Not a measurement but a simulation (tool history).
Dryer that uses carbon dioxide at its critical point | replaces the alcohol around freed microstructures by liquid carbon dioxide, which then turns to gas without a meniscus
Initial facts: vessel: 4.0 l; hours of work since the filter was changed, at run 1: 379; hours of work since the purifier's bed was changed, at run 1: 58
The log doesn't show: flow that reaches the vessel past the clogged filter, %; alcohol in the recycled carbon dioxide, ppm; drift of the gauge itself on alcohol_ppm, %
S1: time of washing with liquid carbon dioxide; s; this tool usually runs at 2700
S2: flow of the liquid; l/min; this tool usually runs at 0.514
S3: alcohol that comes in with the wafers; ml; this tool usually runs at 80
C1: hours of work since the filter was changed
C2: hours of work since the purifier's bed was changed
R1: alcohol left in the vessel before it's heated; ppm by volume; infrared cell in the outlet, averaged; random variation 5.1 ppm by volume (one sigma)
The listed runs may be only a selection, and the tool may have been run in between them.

{"run": 1, "hour": 0.0, "S1": 2700, "S2": 0.514, "S3": 80, "C1": 379, "C2": 58, "R1": 110}
{"run": 2, "hour": 6.0, "S1": 2700, "S2": 0.514, "S3": 80, "C1": 381, "C2": 61, "R1": 112}
{"run": 3, "hour": 15.1, "S1": 2700, "S2": 0.514, "S3": 80, "C1": 386, "C2": 65, "R1": 90}
{"run": 4, "hour": 22.7, "S1": 2700, "S2": 0.514, "S3": 80, "C1": 389, "C2": 69, "R1": 111}
{"run": 5, "hour": 34.3, "S1": 2700, "S2": 0.674, "S3": 80, "C1": 395, "C2": 74, "R1": 43}
{"run": 6, "hour": 43.0, "S1": 2700, "S2": 0.674, "S3": 80, "C1": 399, "C2": 78, "R1": 25}
{"run": 7, "hour": 51.2, "S1": 2700, "S2": 0.674, "S3": 80, "C1": 403, "C2": 82, "R1": 41}
{"run": 8, "hour": 62.8, "S1": 2460, "S2": 0.674, "S3": 80, "C1": 408, "C2": 87, "R1": 51}
{"run": 9, "hour": 71.5, "S1": 2460, "S2": 0.674, "S3": 80, "C1": 412, "C2": 91, "R1": 48}
{"run": 10, "hour": 81.3, "S1": 2460, "S2": 0.674, "S3": 80, "C1": 417, "C2": 96, "R1": 55}
{"run": 11, "hour": 94.3, "S1": 3660, "S2": 0.433, "S3": 20, "C1": 423, "C2": 102, "R1": 33}
{"run": 12, "hour": 99.9, "S1": 1740, "S2": 0.349, "S3": 33, "C1": 426, "C2": 105, "R1": 792}
{"run": 13, "hour": 105.5, "S1": 2160, "S2": 0.737, "S3": 33, "C1": 428, "C2": 107, "R1": 38}
{"run": 14, "hour": 113.5, "S1": 1920, "S2": 0.621, "S3": 44, "C1": 432, "C2": 111, "R1": 143}
{"run": 15, "hour": 121.7, "S1": 1800, "S2": 0.331, "S3": 64, "C1": 436, "C2": 115, "R1": 1539}
{"run": 16, "hour": 128.1, "S1": 2580, "S2": 0.514, "S3": 80, "C1": 439, "C2": 118, "R1": 143}
{"run": 17, "hour": 134.5, "S1": 4200, "S2": 0.514, "S3": 115, "C1": 442, "C2": 121, "R1": 30}
{"run": 18, "hour": 143.4, "S1": 3420, "S2": 0.687, "S3": 34, "C1": 446, "C2": 125, "R1": 31}

Run 19 has not been measured yet. What should we expect?
{"run": 19, "hour": 156.2, "S1": 3420, "S2": 0.687, "S3": 34, "C1": 452, "C2": 131, "R1": "?"}

For run 19 the tool returned R1 18 ppm by volume.
With no hidden state in the tool, this same run would have given R1 0 ppm by volume.
